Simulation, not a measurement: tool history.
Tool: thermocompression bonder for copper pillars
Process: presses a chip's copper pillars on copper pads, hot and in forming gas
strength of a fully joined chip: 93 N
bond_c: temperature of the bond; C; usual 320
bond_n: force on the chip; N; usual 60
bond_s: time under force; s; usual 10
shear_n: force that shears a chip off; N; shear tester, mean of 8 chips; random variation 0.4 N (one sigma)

| run | day | bond_c | bond_n | bond_s | shear_n |
|---|---|---|---|---|---|
| 1 | 0.000 | 320 | 60 | 10 | 33.6 |
| 2 | 3.529 | 320 | 60 | 10 | 33.0 |
|  | 3.779 | forming gas filter changed |
| 3 | 5.567 | 320 | 46 | 10 | 27.3 |
| 4 | 8.012 | 320 | 69 | 10 | 41.3 |
| 5 | 10.842 | 320 | 69 | 10 | 40.7 |
| 6 | 13.146 | 320 | 60 | 14 | 38.9 |
| 7 | 16.017 | 320 | 60 | 14 | 38.2 |
| 8 | 17.950 | 346 | 60 | 10 | 40.7 |
| 9 | 20.025 | 320 | 60 | 10 | 33.3 |
| 10 | 21.650 | 320 | 60 | 10 | 32.6 |
| 11 | 24.175 | 320 | 60 | 10 | 32.6 |
|  | 24.779 | forming gas filter changed |
| 12 | 27.375 | 320 | 60 | 10 | 35.1 |
| 13 | 30.154 | 320 | 60 | 10 | 35.0 |
| 14 | 32.925 | 335 | 60 | 10 | 37.9 |
| 15 | 34.592 | 335 | 60 | 10 | 37.4 |
| 16 | 37.317 | 335 | 56 | 10 | 35.2 |
| 17 | 39.729 | 320 | 61 | 22 | 44.4 |
| 18 | 43.204 | 320 | 61 | 22 | 42.5 |
|  | 45.846 | forming gas filter changed |
| 19 | 46.542 | 320 | 61 | 22 | 47.0 |
| 20 | 49.767 | 320 | 61 | 22 | 47.3 |
| 21 | 51.521 | 320 | 61 | 22 | 46.1 |
|  | 51.888 | force cell calibrated |
|  | 53.296 | heater calibrated with a thermocouple chip |
| 22 | 54.133 | 337 | 60 | 12 | 42.4 |
| 23 | 56.221 | 337 | 60 | 12 | 41.4 |
| 24 | 58.925 | 337 | 60 | 12 | 41.0 |
|  | 61.342 | force cell calibrated, once more |
| 25 | 62.167 | 314 | 43 | 9 | 22.4 |
| 26 | 64.875 | 320 | 43 | 10 | 23.6 |
|  | 67.158 | forming gas filter changed |
| 27 | 67.792 | 295 | 42 | 8 | 18.2 |
| 28 | 69.975 | 320 | 60 | 5 | 27.7 |
| 29 | 73.038 | 298 | 56 | 30 | 42.8 |
| 30 | 76.200 | 319 | 50 | 26 | 41.6 |
| 31 | 78.654 | 300 | 57 | 10 | 27.6 |
| 32 | 81.579 | 317 | 60 | 24 | 45.6 |

5 ways to go on from here, each from the tool as it stands after run 32. What would each give?
| A | 84.400 | 320 | 60 | 15 | ? |
| B | 84.400 | 321 | 69 | 10 | ? |
| C | 84.400 | 317 | 60 | 16 | ? |
| D | 84.400 | 292 | 60 | 20 | ? |
| E | 84.400 | 298 | 60 | 10 | ? |

| run | shear_n |
|---|---|
| A | 38.7 |
| B | 38.8 |
| C | 39.7 |
| D | 34.9 |
| E | 28.1 |
Without the tool's hidden state the same runs would have given:
| run | shear_n |
|---|---|
| A | 43.7 |
| B | 43.8 |
| C | 44.7 |
| D | 39.4 |
| E | 31.9 |

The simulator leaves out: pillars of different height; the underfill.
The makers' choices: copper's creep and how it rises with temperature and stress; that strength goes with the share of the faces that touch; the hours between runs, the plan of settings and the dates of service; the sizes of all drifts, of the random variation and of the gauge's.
